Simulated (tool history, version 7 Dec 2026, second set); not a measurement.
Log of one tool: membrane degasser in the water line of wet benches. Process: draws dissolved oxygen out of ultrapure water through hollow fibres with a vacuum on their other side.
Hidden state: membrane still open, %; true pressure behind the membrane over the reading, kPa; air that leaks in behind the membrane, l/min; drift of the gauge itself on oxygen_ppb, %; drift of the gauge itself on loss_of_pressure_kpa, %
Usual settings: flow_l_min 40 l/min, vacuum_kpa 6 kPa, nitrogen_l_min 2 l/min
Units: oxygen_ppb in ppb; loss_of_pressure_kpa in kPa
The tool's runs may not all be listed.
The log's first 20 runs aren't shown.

run	hour	flow_l_min	vacuum_kpa	nitrogen_l_min	hours since the membrane was changed	hours since the vacuum gauge was calibrated	hours since the vacuum lines were made tight	oxygen_ppb	loss_of_pressure_kpa
21	1408.4	46	6.54	3.8	1711	4322	419	99.8	60.12
22	1452.8	46	6.54	3.8	1756	4367	463	99.8	60.15
23	1514.1	44	6.54	4.51	1817	4428	524	81.2	57.87
24	1567.4	30	6	3.17	1870	4481	578	63.9	39.53
25	1660	31	6	5.9	1963	4574	670	36.9	40.72
26	1712.7	39	14.35	2.01	2015	4627	723	464	50.92
27	1793	28	6	2	2096	4707	803	92.3	36.51
28	1892.6	28	6	2	2195	4807	903	91.8	36.59
29	1941.5	40	3.77	0.81	2244	4856	952	62.5	52.6
30	2038.5	40	3.77	0.81	2341	4953	1049	63.4	52.32
31	2135.5	38	14.64	3.53	2438	5050	1146	282.5	50.28

Forecast each of these 5 alternatives for the next run:
A	2200.1	46	4.87	3.53	2503	5114	1211	?	?
B	2200.1	44	8.89	1.76	2503	5114	1211	?	?
C	2200.1	39	14.88	2	2503	5114	1211	?	?
D	2200.1	38	5.1	3.53	2503	5114	1211	?	?
E	2200.1	32	14.3	2.26	2503	5114	1211	?	?

run	oxygen_ppb	loss_of_pressure_kpa
A	56.7	60.52
B	305.5	57.79
C	488.2	51.71
D	51.7	49.64
E	353.6	41.79
Without the tool's hidden state the same runs would have given:
run	oxygen_ppb	loss_of_pressure_kpa
A	53.6	59.69
B	300.6	57
C	484	51.01
D	49.2	48.97
E	350.2	41.22

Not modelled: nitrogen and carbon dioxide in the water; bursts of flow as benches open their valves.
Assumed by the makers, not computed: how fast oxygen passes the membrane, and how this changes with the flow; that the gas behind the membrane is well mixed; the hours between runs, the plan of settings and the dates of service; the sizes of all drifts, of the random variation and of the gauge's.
